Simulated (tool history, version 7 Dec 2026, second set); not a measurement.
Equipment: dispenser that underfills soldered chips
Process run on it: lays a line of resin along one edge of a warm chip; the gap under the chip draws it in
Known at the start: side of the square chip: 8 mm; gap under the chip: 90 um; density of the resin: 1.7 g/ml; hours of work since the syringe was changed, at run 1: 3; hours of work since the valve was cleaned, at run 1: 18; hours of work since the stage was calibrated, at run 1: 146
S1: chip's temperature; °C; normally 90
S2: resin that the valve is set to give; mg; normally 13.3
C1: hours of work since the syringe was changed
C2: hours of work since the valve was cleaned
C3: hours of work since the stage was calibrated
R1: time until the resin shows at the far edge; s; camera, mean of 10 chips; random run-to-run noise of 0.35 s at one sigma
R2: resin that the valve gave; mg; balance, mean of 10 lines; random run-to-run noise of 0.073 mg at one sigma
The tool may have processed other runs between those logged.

| run | hour | S1 | S2 | C1 | C2 | C3 | R1 | R2 |
|---|---|---|---|---|---|---|---|---|
| 1 | 0 | 90 | 13.3 | 3 | 18 | 146 | 19 | 13.21 |
|  | 5.3 | new syringe of resin |
| 2 | 7.2 | 90 | 13.3 | 1 | 23 | 150 | 17.3 | 12.96 |
| 3 | 12.4 | 97 | 13.3 | 4 | 26 | 153 | 15.2 | 12.95 |
|  | 15.1 | new syringe of resin |
| 4 | 17.3 | 97 | 13.3 | 1 | 29 | 156 | 13.1 | 12.96 |
|  | 25.3 | new syringe of resin |
| 5 | 26.9 | 97 | 13.3 | 1 | 35 | 162 | 12.5 | 13 |
| 6 | 31.7 | 97 | 13.3 | 4 | 38 | 165 | 14.8 | 12.81 |
|  | 35.1 | new syringe of resin |
| 7 | 36.7 | 97 | 13.3 | 1 | 40 | 168 | 13.5 | 12.74 |
| 8 | 42 | 97 | 13.3 | 4 | 44 | 171 | 15.3 | 12.9 |
|  | 45.3 | new syringe of resin |
| 9 | 49.2 | 97 | 13.3 | 2 | 48 | 175 | 13.5 | 12.77 |
| 10 | 53.8 | 90 | 13.3 | 5 | 51 | 178 | 21.7 | 12.83 |
|  | 55.5 | new syringe of resin |
| 11 | 61 | 90 | 13.4 | 3 | 55 | 183 | 18.9 | 12.87 |
|  | 65.9 | new syringe of resin |
| 12 | 69.5 | 90 | 13.4 | 2 | 60 | 188 | 18.7 | 12.93 |
| 13 | 74.6 | 90 | 13.3 | 5 | 63 | 191 | 20.8 | 12.81 |
|  | 75.8 | new syringe of resin |
| 14 | 79.5 | 90 | 13.3 | 2 | 66 | 194 | 18.2 | 12.58 |
|  | 85.6 | new syringe of resin |
| 15 | 85.7 | 90 | 13.3 | 0 | 70 | 197 | 16.9 | 12.62 |
| 16 | 91.2 | 93 | 13.3 | 3 | 73 | 201 | 17.2 | 12.77 |
|  | 95.7 | new syringe of resin |
| 17 | 97 | 93 | 13.3 | 1 | 77 | 204 | 15.3 | 12.74 |
| 18 | 104.1 | 91 | 13.7 | 5 | 81 | 209 | 19.5 | 12.91 |
|  | 106.1 | new syringe of resin |
| 19 | 110.5 | 82 | 12.6 | 3 | 85 | 212 | 27.8 | 11.97 |
|  | 116.1 | new syringe of resin |
| 20 | 117.4 | 78 | 12.8 | 1 | 89 | 216 | 29.7 | 12.09 |
|  | 125.9 | new syringe of resin |
| 21 | 125.9 | 90 | 17.2 | 0 | 94 | 222 | 16.2 | 16.19 |
| 22 | 131.2 | 102 | 13.3 | 3 | 97 | 225 | 11.9 | 12.46 |
|  | 136 | new syringe of resin |
| 23 | 140.9 | 79 | 17.2 | 3 | 103 | 231 | 30.5 | 16.15 |
|  | 145.9 | new syringe of resin |
| 24 | 147.1 | 104 | 15.5 | 1 | 107 | 234 | 9 | 14.38 |
| 25 | 153.1 | 90 | 13.8 | 4 | 111 | 238 | 19.3 | 12.7 |
|  | 156.2 | new syringe of resin |
| 26 | 163 | 88 | 13.3 | 4 | 116 | 244 | 21.8 | 12.31 |
|  | 165.9 | new syringe of resin |
|  | 167.5 | dispensing valve cleaned and set on the balance |
| 27 | 169.2 | 88 | 13.3 | 1 | 1 | 247 | 18.8 | 13.35 |
| 28 | 174.6 | 88 | 14.4 | 5 | 4 | 250 | 21.4 | 14.41 |
|  | 176.8 | new syringe of resin |
| 29 | 180.6 | 91 | 13.8 | 2 | 8 | 254 | 17.7 | 13.69 |
|  | 186.5 | new syringe of resin |
| 30 | 186.5 | 81 | 12.1 | 0 | 11 | 257 | 25 | 12.06 |
| 31 | 195.8 | 101 | 15.5 | 6 | 17 | 263 | 12.6 | 15.29 |

How would selected steps in R1 from run to run divide? Give the signed amount a tool lacking its hidden state would still show from settings, what came in and random variation, and the signed amount left for the hidden state, including any gauge scatter that is not in both of the compared results.
Hidden state at play: resin's viscosity, % of fresh resin's; dose that the valve gives, % of what is set; true chip temperature over the reading, C; drift of the gauge itself on fill_s, %; drift of the gauge itself on given_mg, %.
Run 17 -> 18: S1 93 -> 91, S2 13.3 -> 13.7. R1 +4.2 s: hidden state +3.6, all else +0.6.
Run 19 -> 20: S1 82 -> 78, S2 12.6 -> 12.8, new syringe of resin. R1 +1.9 s: hidden state -4.1, all else +6.
Run 20 -> 21: S1 78 -> 90, S2 12.8 -> 17.2, new syringe of resin. R1 -13.5 s: hidden state +0.6, all else -14.1.
Run 22 -> 23: S1 102 -> 79, S2 13.3 -> 17.2, new syringe of resin. R1 +18.6 s: hidden state +0.7, all else +17.9.
Run 23 -> 24: S1 79 -> 104, S2 17.2 -> 15.5, new syringe of resin. R1 -21.5 s: hidden state -2.2, all else -19.3.
Run 30 -> 31: S1 81 -> 101, S2 12.1 -> 15.5. R1 -12.4 s: hidden state +4.4, all else -16.8.
